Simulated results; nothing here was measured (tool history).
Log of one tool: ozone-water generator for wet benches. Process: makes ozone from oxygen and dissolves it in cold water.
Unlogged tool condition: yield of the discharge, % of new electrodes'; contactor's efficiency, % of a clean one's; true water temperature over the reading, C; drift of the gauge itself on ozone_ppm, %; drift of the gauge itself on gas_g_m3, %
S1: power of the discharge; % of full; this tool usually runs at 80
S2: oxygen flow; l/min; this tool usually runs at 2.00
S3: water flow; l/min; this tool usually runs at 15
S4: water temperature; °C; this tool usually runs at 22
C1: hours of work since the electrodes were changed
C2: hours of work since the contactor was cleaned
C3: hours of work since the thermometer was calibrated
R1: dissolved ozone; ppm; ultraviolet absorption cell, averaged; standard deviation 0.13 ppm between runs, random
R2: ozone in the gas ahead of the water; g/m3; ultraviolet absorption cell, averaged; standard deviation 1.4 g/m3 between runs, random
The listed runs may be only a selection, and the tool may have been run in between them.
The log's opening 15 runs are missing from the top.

run 16 hour=470.7 | S1=80 S2=2.17 S3=14 S4=22 | C1=875 C2=1278 C3=1444 | R1=12.9 R2=236.2
-- hour=474.2 water thermometer calibrated
run 17 hour=503.1 | S1=80 S2=1.51 S3=14 S4=17 | C1=904 C2=1307 C3=26 | R1=12.0 R2=273.7
run 18 hour=535.9 | S1=80 S2=1.51 S3=14 S4=17 | C1=934 C2=1337 C3=56 | R1=12.0 R2=270.1
run 19 hour=571.3 | S1=80 S2=1.51 S3=14 S4=17 | C1=967 C2=1369 C3=88 | R1=11.8 R2=271.4
run 20 hour=611.7 | S1=80 S2=1.99 S3=15 S4=22 | C1=1003 C2=1406 C3=125 | R1=11.8 R2=241.7
run 21 hour=648.0 | S1=56 S2=1.99 S3=12 S4=18 | C1=1036 C2=1439 C3=158 | R1=12.3 R2=201.9
run 22 hour=684.2 | S1=45 S2=1.99 S3=12 S4=15 | C1=1069 C2=1472 C3=191 | R1=11.1 R2=178.0
-- hour=721.3 water thermometer calibrated, once more
run 23 hour=721.3 | S1=45 S2=1.99 S3=12 S4=15 | C1=1103 C2=1505 C3=0 | R1=11.0 R2=178.5
run 24 hour=740.8 | S1=45 S2=1.99 S3=12 S4=15 | C1=1120 C2=1523 C3=18 | R1=11.3 R2=175.9
run 25 hour=760.5 | S1=82 S2=2.05 S3=19 S4=23 | C1=1138 C2=1541 C3=36 | R1=9.4 R2=244.7
run 26 hour=792.1 | S1=54 S2=2.11 S3=9 S4=26 | C1=1167 C2=1569 C3=64 | R1=13.7 R2=190.9
run 27 hour=827.6 | S1=54 S2=1.09 S3=19 S4=26 | C1=1199 C2=1602 C3=97 | R1=5.8 R2=243.8
run 28 hour=855.1 | S1=80 S2=1.72 S3=14 S4=23 | C1=1224 C2=1627 C3=122 | R1=11.5 R2=254.8
run 29 hour=884.2 | S1=63 S2=1.12 S3=24 S4=18 | C1=1251 C2=1653 C3=148 | R1=5.0 R2=260.8
run 30 hour=910.6 | S1=63 S2=1.12 S3=24 S4=18 | C1=1275 C2=1677 C3=172 | R1=5.2 R2=259.1

Consider 4 possible next runs. They are alternatives, not a sequence: every one starts from the tool as it was left by run 30. What does each give?
run A hour=934.1 | S1=85 S2=1.12 S3=20 S4=17 | C1=1296 C2=1698 C3=194 | R1=? R2=?
run B hour=934.1 | S1=67 S2=2.00 S3=11 S4=15 | C1=1296 C2=1698 C3=194 | R1=? R2=?
run C hour=934.1 | S1=63 S2=2.30 S3=24 S4=18 | C1=1296 C2=1698 C3=194 | R1=? R2=?
run D hour=934.1 | S1=52 S2=2.00 S3=15 S4=22 | C1=1296 C2=1698 C3=194 | R1=? R2=?

run=A R1=7.2 R2=305.3
run=B R1=14.7 R2=220.0
run=C R1=7.1 R2=202.7
run=D R1=9.0 R2=191.7
Stripped of hidden state, with their random variation kept, the same runs would have yielded:
run=A R1=8.0 R2=320.6
run=B R1=16.3 R2=229.7
run=C R1=7.9 R2=211.3
run=D R1=9.9 R2=198.9

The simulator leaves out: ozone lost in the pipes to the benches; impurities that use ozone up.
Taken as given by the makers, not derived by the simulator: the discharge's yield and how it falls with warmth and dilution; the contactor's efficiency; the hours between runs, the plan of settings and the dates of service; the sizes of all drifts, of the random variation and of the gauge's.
